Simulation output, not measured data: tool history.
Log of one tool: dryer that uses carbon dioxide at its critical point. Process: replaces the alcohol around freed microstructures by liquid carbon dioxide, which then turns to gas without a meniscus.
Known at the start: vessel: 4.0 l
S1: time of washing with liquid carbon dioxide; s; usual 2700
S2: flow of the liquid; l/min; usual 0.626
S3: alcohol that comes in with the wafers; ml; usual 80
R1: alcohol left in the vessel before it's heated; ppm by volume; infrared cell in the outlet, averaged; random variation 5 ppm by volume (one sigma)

{"run": 1, "hour": 0.0, "S1": 2700, "S2": 0.626, "S3": 80, "R1": 56}
{"run": 2, "hour": 13.1, "S1": 2700, "S2": 0.626, "S3": 80, "R1": 57}
{"run": 3, "hour": 20.1, "S1": 2700, "S2": 0.626, "S3": 80, "R1": 57}
{"run": 4, "hour": 29.7, "S1": 2700, "S2": 0.626, "S3": 80, "R1": 58}
{"run": 5, "hour": 36.2, "S1": 1680, "S2": 0.626, "S3": 80, "R1": 468}
{"run": 6, "hour": 42.5, "S1": 2700, "S2": 0.626, "S3": 36, "R1": 37}
{"run": 7, "hour": 51.2, "S1": 2700, "S2": 0.626, "S3": 107, "R1": 79}
{"run": 8, "hour": 58.1, "S1": 2700, "S2": 0.626, "S3": 30, "R1": 38}
{"run": 9, "hour": 64.1, "S1": 2700, "S2": 0.626, "S3": 30, "R1": 34}
{"run": 10, "hour": 73.0, "S1": 2700, "S2": 0.626, "S3": 46, "R1": 51}
{"run": 11, "hour": 81.1, "S1": 3240, "S2": 0.839, "S3": 118, "R1": 16}
{"run": 12, "hour": 87.6, "S1": 3240, "S2": 0.839, "S3": 118, "R1": 21}
{"run": 13, "hour": 95.8, "S1": 2220, "S2": 0.757, "S3": 33, "R1": 45}
{"run": 14, "hour": 103.2, "S1": 1800, "S2": 0.58, "S3": 65, "R1": 445}
{"run": 15, "hour": 111.5, "S1": 1800, "S2": 0.58, "S3": 65, "R1": 423}
{"run": 16, "hour": 121.7, "S1": 2700, "S2": 0.993, "S3": 77, "R1": 28}
{"hour": 123.8, "done": "inlet filter changed"}
{"run": 17, "hour": 132.2, "S1": 2160, "S2": 0.376, "S3": 80, "R1": 876}
{"run": 18, "hour": 140.3, "S1": 2400, "S2": 0.546, "S3": 80, "R1": 138}

The same runs without the tool's hidden state, with the same run-to-run variation:
The hidden state here: flow that reaches the vessel past the clogged filter, %; alcohol in the recycled carbon dioxide, ppm; drift of the gauge itself on alcohol_ppm, %.
run=1 R1=33
run=2 R1=31
run=3 R1=31
run=4 R1=29
run=5 R1=302
run=6 R1=17
run=7 R1=37
run=8 R1=17
run=9 R1=12
run=10 R1=22
run=11 R1=0
run=12 R1=3
run=13 R1=16
run=14 R1=267
run=15 R1=243
run=16 R1=4
run=17 R1=838
run=18 R1=108
